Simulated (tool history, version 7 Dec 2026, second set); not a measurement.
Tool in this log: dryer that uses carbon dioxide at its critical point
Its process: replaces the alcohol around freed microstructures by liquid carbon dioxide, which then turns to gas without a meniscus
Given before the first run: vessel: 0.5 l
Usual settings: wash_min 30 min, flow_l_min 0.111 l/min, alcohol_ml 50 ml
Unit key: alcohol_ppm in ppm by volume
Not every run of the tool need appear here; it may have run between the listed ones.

run	day	wash_min	flow_l_min	alcohol_ml	alcohol_ppm
1	0.000	30	0.111	50	234
2	1.454	30	0.111	50	265
3	2.921	30	0.111	50	279
4	4.896	30	0.111	50	315
5	6.208	30	0.078	50	1884
6	7.071	30	0.078	50	1964
7	8.558	30	0.078	50	2119
8	10.333	30	0.078	50	2279
9	11.396	30	0.078	50	2346
10	13.133	30	0.078	50	2564
11	14.650	30	0.078	38	2017
12	15.871	30	0.078	38	2113
# day 17.138: inlet filter changed
13	17.138	30	0.078	38	1112
14	18.075	30	0.078	92	2715
15	20.112	38	0.118	50	87
16	21.338	38	0.118	50	92
17	23.129	24	0.174	76	140
18	24.450	28	0.107	75	865
19	25.317	19	0.111	50	2524
20	26.242	24	0.111	49	1081
21	27.425	18	0.096	97	10711
22	29.046	30	0.159	65	110
23	30.421	30	0.159	65	112
24	32.492	44	0.131	35	77

Predict each of these 5 candidate next runs independently; none follows another, all start after run 24:
A	34.062	44	0.131	48	?
B	34.062	30	0.088	32	?
C	34.062	30	0.111	33	?
D	34.062	30	0.089	23	?
E	34.062	23	0.111	50	?

run	alcohol_ppm
A	92
B	1127
C	406
D	785
E	1771
Without the tool's unlogged condition, the same runs would have read:
run	alcohol_ppm
A	10
B	506
C	134
D	338
E	825
